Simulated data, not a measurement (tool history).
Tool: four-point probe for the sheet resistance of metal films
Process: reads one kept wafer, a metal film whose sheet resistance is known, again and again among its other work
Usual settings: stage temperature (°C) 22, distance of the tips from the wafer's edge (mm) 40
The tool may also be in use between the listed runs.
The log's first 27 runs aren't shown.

run,hour,stage temperature (°C),distance of the tips from the wafer's edge (mm),sheet resistance as the instrument gives it (ohm/square)
28,2058.9,19,52,14.204797
29,2132.4,20,29,14.215748
30,2227.9,25,6,14.331925
31,2298.5,35,54,14.304041
32,2372.1,20,49,14.225830
33,2449.3,20,49,14.225158
34,2556.5,30,5,14.404617
35,2645.1,32,42,14.296894
36,2688.7,32,42,14.304215
37,2774.9,31,6,14.380324

Forecast each of these 3 alternatives for the next run:
A,2838.6,26,24,?
B,2838.6,21,6,?
C,2838.6,19,73,?

run,sheet resistance as the instrument gives it (ohm/square)
A,14.275897
B,14.327565
C,14.233690
Without the tool's hidden state the same runs would have given:
run,sheet resistance as the instrument gives it (ohm/square)
A,14.153235
B,14.204591
C,14.111494
